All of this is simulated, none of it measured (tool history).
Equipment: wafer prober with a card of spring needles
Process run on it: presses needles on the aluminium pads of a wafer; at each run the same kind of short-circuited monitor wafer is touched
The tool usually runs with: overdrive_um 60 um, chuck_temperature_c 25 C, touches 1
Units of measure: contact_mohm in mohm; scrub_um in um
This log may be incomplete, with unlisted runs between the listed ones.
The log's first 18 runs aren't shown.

run   hour  overdrive_um  chuck_temperature_c  touches  touches since the tips were cleaned  cleanings since the card got new needles  touches since the first contact's height was set  contact_mohm  scrub_um
 19  272.2            60                  113        1                                 3892                                        57                                             36274           233     12.56
     276.7  -- tips cleaned on abrasive film
 20  285.4            60                   25        1                                 3605                                        58                                             41718           233     12.53
     290.6  -- tips cleaned on abrasive film
 21  300.4            60                   25        1                                 4081                                        59                                             47883           231     12.51
     305.0  -- tips cleaned on abrasive film
 22  309.0            60                   25        1                                 1650                                        60                                             51391           210     12.51
     319.4  -- tips cleaned on abrasive film
 23  323.5            72                  121        2                                 1704                                        61                                             57349           178     15.01
     334.0  -- tips cleaned on abrasive film
 24  341.8            72                  121        2                                 3218                                        62                                             64901           178     14.99
     348.2  -- tips cleaned on abrasive film
     362.0  -- tips cleaned on abrasive film
 25  362.0            64                   43        1                                    0                                        64                                             73156           141     13.29
 26  372.9            60                   94        1                                 4535                                        64                                             77691           239     12.45
     376.3  -- tips cleaned on abrasive film
     380.6  -- height of the first contact set anew
     390.4  -- tips cleaned on abrasive film
 27  390.4            60                   25        1                                    0                                        66                                              4048           143     12.61
     404.2  -- tips cleaned on abrasive film
 28  404.2            60                   36        1                                    0                                        67                                              9703           144     12.60
     417.8  -- tips cleaned on abrasive film
 29  424.2            48                   45        1                                 2653                                        68                                             17948           277     10.06
     431.5  -- tips cleaned on abrasive film
 30  440.4            48                   45        1                                 3648                                        69                                             24591           280     10.04
     446.3  -- tips cleaned on abrasive film
 31  455.7            49                   67        1                                 3905                                        70                                             30904           278     10.24
     460.7  -- tips cleaned on abrasive film
 32  471.7            50                   67        2                                 4525                                        71                                             37477           224     10.44
     474.8  -- tips cleaned on abrasive film
 33  487.5            53                   81        2                                 5252                                        72                                             43997           220     11.06

3 ways to go on from here, each from the tool as it stands after run 33. What would each give?
     488.6  -- tips cleaned on abrasive film
     503.1  -- tips cleaned on abrasive film
  A  504.0            62                   81        2                                  380                                        74                                             50756             ?         ?
     488.6  -- tips cleaned on abrasive film
     503.1  -- tips cleaned on abrasive film
  B  504.0            71                   39        2                                  380                                        74                                             50756             ?         ?
     488.6  -- tips cleaned on abrasive film
     503.1  -- tips cleaned on abrasive film
  C  504.0            53                   57        3                                  380                                        74                                             50756             ?         ?

run  contact_mohm  scrub_um
  A           155     12.93
  B           144     14.80
  C           150     11.03
Without the tool's unlogged condition, the same runs would have read:
run  contact_mohm  scrub_um
  A           142     13.07
  B           133     14.93
  C           139     11.17
